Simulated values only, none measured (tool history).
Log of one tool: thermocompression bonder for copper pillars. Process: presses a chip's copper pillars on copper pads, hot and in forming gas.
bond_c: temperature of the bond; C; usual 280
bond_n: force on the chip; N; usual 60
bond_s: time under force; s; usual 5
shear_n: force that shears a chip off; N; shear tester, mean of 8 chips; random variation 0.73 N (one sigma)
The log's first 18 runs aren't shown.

| run | hour | bond_c | bond_n | bond_s | hours of work since the heater was calibrated | hours of work since the force cell was calibrated | hours of work since the gas filter was changed | shear_n |
|---|---|---|---|---|---|---|---|---|
| 19 | 209.3 | 296 | 60 | 5 | 257 | 122 | 99 | 64.9 |
| 20 | 224.3 | 306 | 52 | 5 | 264 | 129 | 106 | 68.0 |
| 21 | 236.5 | 275 | 38 | 5 | 269 | 134 | 111 | 37.5 |
| 22 | 249.7 | 257 | 38 | 6 | 275 | 140 | 117 | 32.4 |
| 23 | 263.2 | 257 | 38 | 6 | 282 | 147 | 124 | 31.0 |
| 24 | 272.5 | 282 | 60 | 3 | 286 | 151 | 128 | 45.5 |
| 25 | 283.7 | 287 | 64 | 3 | 291 | 156 | 133 | 50.3 |
| 26 | 299.1 | 299 | 45 | 10 | 298 | 163 | 140 | 75.7 |
| 27 | 308.5 | 272 | 45 | 3 | 303 | 168 | 145 | 32.9 |
| 28 | 317.6 | 272 | 59 | 14 | 307 | 172 | 149 | 69.1 |
| 29 | 332.7 | 272 | 59 | 14 | 314 | 179 | 156 | 69.5 |
| 30 | 345.0 | 272 | 54 | 11 | 320 | 185 | 162 | 60.4 |
|  | 347.0 | forming gas filter changed |
| 31 | 357.4 | 257 | 62 | 8 | 325 | 190 | 5 | 46.4 |
| 32 | 372.0 | 257 | 37 | 4 | 332 | 197 | 12 | 24.7 |

Forecast each of these 4 alternatives for the next run:
| A | 387.4 | 280 | 54 | 5 | 339 | 204 | 19 | ? |
| B | 387.4 | 280 | 52 | 5 | 339 | 204 | 19 | ? |
| C | 387.4 | 292 | 79 | 3 | 339 | 204 | 19 | ? |
| D | 387.4 | 276 | 55 | 3 | 339 | 204 | 19 | ? |

| run | shear_n |
|---|---|
| A | 50.3 |
| B | 50.4 |
| C | 59.0 |
| D | 40.4 |
Without the tool's hidden state the same runs would have given:
| run | shear_n |
|---|---|
| A | 50.1 |
| B | 50.2 |
| C | 58.9 |
| D | 40.3 |
